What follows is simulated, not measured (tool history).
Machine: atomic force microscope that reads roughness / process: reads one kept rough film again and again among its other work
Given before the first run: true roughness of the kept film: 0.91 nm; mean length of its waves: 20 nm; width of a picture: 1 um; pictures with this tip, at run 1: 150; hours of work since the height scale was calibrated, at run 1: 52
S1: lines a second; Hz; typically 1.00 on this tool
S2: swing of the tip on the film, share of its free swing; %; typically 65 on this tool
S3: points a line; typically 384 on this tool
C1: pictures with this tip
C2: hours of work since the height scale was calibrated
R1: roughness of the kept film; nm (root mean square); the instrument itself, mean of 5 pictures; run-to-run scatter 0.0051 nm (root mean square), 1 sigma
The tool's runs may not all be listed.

run	hour	S1	S2	S3	C1	C2	R1
1	0.0	1.00	65	384	150	52	0.708
# hour 1.5: new tip fitted
2	8.3	1.00	65	384	10	56	0.796
3	15.5	1.00	65	628	20	59	0.794
4	25.4	1.00	65	628	35	63	0.780
5	34.9	1.00	65	628	49	68	0.780
6	40.9	1.00	65	353	57	70	0.755
7	50.5	1.36	65	384	71	75	0.740
8	58.6	1.36	65	384	83	78	0.739
9	64.3	1.00	65	384	91	81	0.735
10	68.9	1.00	65	492	98	83	0.728
11	77.8	1.00	65	492	111	87	0.729
12	87.3	1.00	65	492	124	91	0.719
13	97.2	0.72	65	384	139	95	0.718
14	102.1	0.95	65	384	146	97	0.707
# hour 106.1: new tip fitted
15	109.1	0.95	65	384	4	100	0.805
16	117.3	0.95	65	384	16	104	0.803
17	122.4	0.95	65	384	24	106	0.782
18	130.5	0.95	65	384	35	110	0.785
19	136.3	1.00	66	384	44	112	0.771
20	143.9	1.00	65	480	55	116	0.771
21	153.5	1.00	65	384	69	120	0.766
22	161.6	1.00	65	384	80	124	0.751
23	166.6	1.00	65	384	88	126	0.757
24	170.9	1.00	65	384	94	128	0.746
25	180.7	2.81	72	384	108	132	0.702
26	188.5	2.81	72	384	119	136	0.690
27	193.1	2.81	72	384	126	138	0.685
28	198.6	2.81	72	384	134	140	0.690
29	205.6	2.81	72	384	144	143	0.671
# hour 211.4: new tip fitted
30	214.4	1.54	80	466	4	147	0.778
31	223.7	0.73	80	452	17	151	0.789
32	232.6	1.00	66	872	30	155	0.791
33	237.4	3.63	60	343	37	157	0.755
34	245.9	1.00	62	384	50	161	0.769
35	253.5	1.00	55	346	61	164	0.770
36	262.2	3.44	67	293	73	168	0.720
37	268.2	3.44	67	293	82	171	0.698
38	272.7	3.05	65	384	88	173	0.716
39	277.9	1.11	65	675	96	175	0.739
40	285.9	3.37	84	659	108	179	0.645
41	295.0	3.72	65	964	121	183	0.697
42	300.3	0.89	87	612	128	185	0.703
43	304.6	1.66	90	384	134	187	0.658
44	313.2	3.41	82	825	147	191	0.640
# hour 316.3: new tip fitted
45	322.5	3.41	69	923	9	195	0.769
46	332.1	1.70	69	320	23	199	0.776
47	338.9	1.25	88	623	33	202	0.739
48	345.6	1.25	88	623	42	205	0.754

Table of differences, measured result less the result of that run with no hidden state. Run-to-run variation is the same in both. Gauge scatter possibly is not:
The hidden state here: radius of the tip, nm; height scale over the true one, %; drift of the gauge itself on roughness_nm, %.
run	R1
1	-0.109
2	-0.015
3	-0.023
4	-0.034
5	-0.044
6	-0.048
7	-0.059
8	-0.067
9	-0.073
10	-0.077
11	-0.085
12	-0.094
13	-0.104
14	-0.106
15	-0.005
16	-0.015
17	-0.021
18	-0.029
19	-0.035
20	-0.042
21	-0.052
22	-0.059
23	-0.064
24	-0.068
25	-0.072
26	-0.078
27	-0.082
28	-0.087
29	-0.091
30	-0.004
31	-0.015
32	-0.024
33	-0.028
34	-0.039
35	-0.048
36	-0.052
37	-0.057
38	-0.061
39	-0.070
40	-0.069
41	-0.082
42	-0.088
43	-0.086
44	-0.091
45	-0.008
46	-0.018
47	-0.025
48	-0.031
